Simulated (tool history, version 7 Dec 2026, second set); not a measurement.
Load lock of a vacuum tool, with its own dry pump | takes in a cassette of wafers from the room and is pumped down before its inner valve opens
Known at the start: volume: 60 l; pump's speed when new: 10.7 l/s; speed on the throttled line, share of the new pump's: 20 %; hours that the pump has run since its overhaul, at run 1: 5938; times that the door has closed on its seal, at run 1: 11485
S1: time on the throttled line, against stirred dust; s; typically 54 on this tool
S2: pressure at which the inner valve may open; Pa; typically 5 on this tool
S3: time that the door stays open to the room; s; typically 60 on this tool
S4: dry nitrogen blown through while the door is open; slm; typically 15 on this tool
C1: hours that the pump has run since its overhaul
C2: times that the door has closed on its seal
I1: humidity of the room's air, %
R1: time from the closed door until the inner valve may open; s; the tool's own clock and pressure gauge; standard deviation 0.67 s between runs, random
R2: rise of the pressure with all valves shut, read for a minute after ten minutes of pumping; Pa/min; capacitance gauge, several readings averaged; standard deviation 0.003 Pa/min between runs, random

run 1 day=0 | S1=54 S2=5 S3=60 S4=15 | C1=5938 C2=11485 | I1=43.8 | R1=101.5 R2=0.07
run 2 day=4.283 | S1=54 S2=5 S3=60 S4=15 | C1=6041 C2=11898 | I1=47.6 | R1=103.2 R2=0.069
run 3 day=7.296 | S1=54 S2=5 S3=60 S4=15 | C1=6113 C2=12189 | I1=47.1 | R1=102.8 R2=0.071
run 4 day=11.021 | S1=54 S2=5 S3=60 S4=15 | C1=6203 C2=12548 | I1=41.2 | R1=102.6 R2=0.078
run 5 day=13.504 | S1=54 S2=5 S3=60 S4=15 | C1=6262 C2=12788 | I1=42.9 | R1=103.4 R2=0.077
run 6 day=16.592 | S1=54 S2=5 S3=60 S4=15 | C1=6336 C2=13086 | I1=49.8 | R1=103.6 R2=0.079
run 7 day=19.896 | S1=54 S2=5 S3=60 S4=15 | C1=6416 C2=13405 | I1=48.3 | R1=103.4 R2=0.083
run 8 day=22.358 | S1=54 S2=9 S3=60 S4=15 | C1=6475 C2=13643 | I1=40.5 | R1=100.3 R2=0.075
run 9 day=24.496 | S1=54 S2=5 S3=60 S4=15 | C1=6526 C2=13849 | I1=47.6 | R1=102.8 R2=0.081
run 10 day=27.758 | S1=54 S2=5 S3=60 S4=15 | C1=6604 C2=14164 | I1=44.5 | R1=102.6 R2=0.086
run 11 day=31.154 | S1=54 S2=5 S3=60 S4=15 | C1=6686 C2=14492 | I1=46.2 | R1=103.9 R2=0.084
run 12 day=35.404 | S1=54 S2=5 S3=60 S4=15 | C1=6788 C2=14901 | I1=47.9 | R1=103.7 R2=0.089
run 13 day=39.517 | S1=54 S2=5 S3=60 S4=35 | C1=6887 C2=15298 | I1=43.1 | R1=104.1 R2=0.077
run 14 day=41.396 | S1=54 S2=5 S3=60 S4=35 | C1=6932 C2=15480 | I1=45.6 | R1=103.3 R2=0.081
run 15 day=45.917 | S1=54 S2=5 S3=60 S4=35 | C1=7040 C2=15916 | I1=44.8 | R1=102.2 R2=0.082
run 16 day=49.938 | S1=54 S2=5 S3=60 S4=35 | C1=7137 C2=16304 | I1=48 | R1=102.9 R2=0.086
run 17 day=54.179 | S1=54 S2=5 S3=116 S4=5 | C1=7239 C2=16713 | I1=41.1 | R1=105 R2=0.118
run 18 day=56.746 | S1=54 S2=5 S3=116 S4=5 | C1=7300 C2=16961 | I1=40.6 | R1=104.1 R2=0.123
run 19 day=59.15 | S1=54 S2=5 S3=60 S4=5 | C1=7358 C2=17193 | I1=40.1 | R1=103.9 R2=0.102
run 20 day=63.221 | S1=54 S2=9 S3=60 S4=5 | C1=7455 C2=17586 | I1=47 | R1=99.1 R2=0.109
run 21 day=65.321 | S1=54 S2=9 S3=169 S4=31 | C1=7506 C2=17788 | I1=45.6 | R1=100 R2=0.122
run 22 day=67.296 | S1=54 S2=4 S3=29 S4=15 | C1=7553 C2=17979 | I1=45.4 | R1=104.6 R2=0.095
run 23 day=69.496 | S1=54 S2=4 S3=29 S4=15 | C1=7606 C2=18192 | I1=44.3 | R1=105.7 R2=0.099

A few steps of R1 between consecutive runs. Split each: what settings, incoming material and random variation would produce without the hidden state, and what is left over for the hidden state, along with gauge scatter present in only one of the two compared results (measured, and without hidden state):
The tool's hidden condition here consists of: pump's speed, % of a new pump's; leak at the door's seal, Pa l/s; drift of the gauge itself on ready_s, %; drift of the gauge itself on rise_pa_min, %.
Run 7 -> 8: S2 5 -> 9. R1 -3.1 s: hidden state -0.4, all else -2.7.
Run 19 -> 20: S2 5 -> 9. R1 -4.8 s: hidden state -0.4, all else -4.4.
Run 21 -> 22: S2 9 -> 4, S3 169 -> 29, S4 31 -> 15. R1 +4.6 s: hidden state +0.5, all else +4.1.
